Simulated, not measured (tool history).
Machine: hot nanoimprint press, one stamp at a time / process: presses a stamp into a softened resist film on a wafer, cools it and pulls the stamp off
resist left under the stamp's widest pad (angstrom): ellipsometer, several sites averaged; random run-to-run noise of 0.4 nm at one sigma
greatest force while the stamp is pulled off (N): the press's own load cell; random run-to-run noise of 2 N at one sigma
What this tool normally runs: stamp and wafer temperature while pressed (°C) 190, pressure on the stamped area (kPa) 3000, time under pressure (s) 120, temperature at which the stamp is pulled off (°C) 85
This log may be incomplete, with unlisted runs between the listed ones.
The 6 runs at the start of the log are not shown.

| run | hour | stamp and wafer temperature while pressed (°C) | pressure on the stamped area (kPa) | time under pressure (s) | temperature at which the stamp is pulled off (°C) | hours of work since the thermocouple was calibrated | imprints on the stamp's release coat | hours of work since the press's seals were changed | resist left under the stamp's widest pad (angstrom) | greatest force while the stamp is pulled off (N) |
|---|---|---|---|---|---|---|---|---|---|---|
| 7 | 433.7 | 190 | 3000 | 120 | 85 | 582 | 761 | 239 | 920 | 185 |
|  | 445.3 | plate thermocouple calibrated |
|  | 487.9 | stamp cleaned and given a new release coat |
| 8 | 498.9 | 190 | 3000 | 120 | 85 | 27 | 43 | 271 | 920 | 191 |
| 9 | 549.8 | 190 | 4380 | 120 | 85 | 55 | 245 | 299 | 776 | 185 |
| 10 | 647.3 | 190 | 3600 | 120 | 85 | 110 | 631 | 354 | 846 | 187 |
| 11 | 718.8 | 190 | 3600 | 120 | 85 | 150 | 914 | 394 | 848 | 186 |
|  | 732.2 | stamp cleaned and given a new release coat |
| 12 | 804.3 | 190 | 3000 | 120 | 77 | 194 | 286 | 439 | 908 | 193 |
| 13 | 857.0 | 190 | 3000 | 120 | 77 | 224 | 495 | 468 | 909 | 197 |
| 14 | 905.8 | 190 | 3000 | 120 | 85 | 251 | 688 | 495 | 914 | 186 |
|  | 975.2 | stamp cleaned and given a new release coat |
| 15 | 984.9 | 190 | 3000 | 120 | 85 | 292 | 39 | 536 | 916 | 183 |
| 16 | 1026.8 | 185 | 3340 | 120 | 87 | 315 | 205 | 560 | 1034 | 184 |
| 17 | 1092.3 | 185 | 3340 | 120 | 87 | 352 | 464 | 596 | 1034 | 182 |
| 18 | 1194.7 | 186 | 4800 | 66 | 92 | 409 | 870 | 654 | 1071 | 175 |
|  | 1212.3 | stamp cleaned and given a new release coat |
| 19 | 1288.1 | 186 | 2430 | 126 | 92 | 458 | 300 | 703 | 1111 | 178 |
| 20 | 1353.3 | 190 | 4320 | 120 | 85 | 495 | 558 | 739 | 777 | 185 |
|  | 1396.0 | press's hydraulic seals changed and the load cell set to zero |
| 21 | 1447.6 | 199 | 2600 | 78 | 92 | 543 | 900 | 29 | 857 | 172 |
|  | 1460.4 | stamp cleaned and given a new release coat |
|  | 1535.7 | plate thermocouple calibrated |
| 22 | 1545.3 | 186 | 3060 | 60 | 85 | 5 | 325 | 79 | 1290 | 184 |
| 23 | 1631.3 | 193 | 3000 | 120 | 85 | 53 | 665 | 127 | 825 | 183 |
| 24 | 1682.3 | 190 | 3580 | 177 | 73 | 82 | 867 | 155 | 718 | 203 |
|  | 1704.0 | stamp cleaned and given a new release coat |
| 25 | 1772.4 | 190 | 3580 | 177 | 73 | 129 | 271 | 202 | 725 | 195 |
| 26 | 1863.8 | 190 | 3580 | 177 | 73 | 180 | 633 | 254 | 723 | 200 |
|  | 1947.9 | stamp cleaned and given a new release coat |
| 27 | 1954.6 | 190 | 4790 | 177 | 73 | 228 | 26 | 301 | 624 | 204 |
| 28 | 2035.8 | 190 | 4790 | 66 | 73 | 273 | 348 | 346 | 930 | 199 |
| 29 | 2105.7 | 194 | 3000 | 120 | 93 | 312 | 625 | 386 | 790 | 174 |
| 30 | 2170.2 | 190 | 2800 | 148 | 81 | 349 | 880 | 422 | 861 | 195 |

Branching from run 30: 3 alternative next runs. What would each branch give?
|  | 2191.8 | stamp cleaned and given a new release coat |
| A | 2250.1 | 185 | 2380 | 148 | 85 | 390 | 231 | 463 | ? | ? |
|  | 2191.8 | stamp cleaned and given a new release coat |
| B | 2250.1 | 190 | 3550 | 123 | 78 | 390 | 231 | 463 | ? | ? |
|  | 2191.8 | stamp cleaned and given a new release coat |
| C | 2250.1 | 190 | 2210 | 71 | 70 | 390 | 231 | 463 | ? | ? |

| run | resist left under the stamp's widest pad (angstrom) | greatest force while the stamp is pulled off (N) |
|---|---|---|
| A | 1081 | 182 |
| B | 836 | 192 |
| C | 1223 | 208 |
Without the tool's unlogged condition, the same runs would have read:
| run | resist left under the stamp's widest pad (angstrom) | greatest force while the stamp is pulled off (N) |
|---|---|---|
| A | 1100 | 182 |
| B | 850 | 192 |
| C | 1244 | 207 |
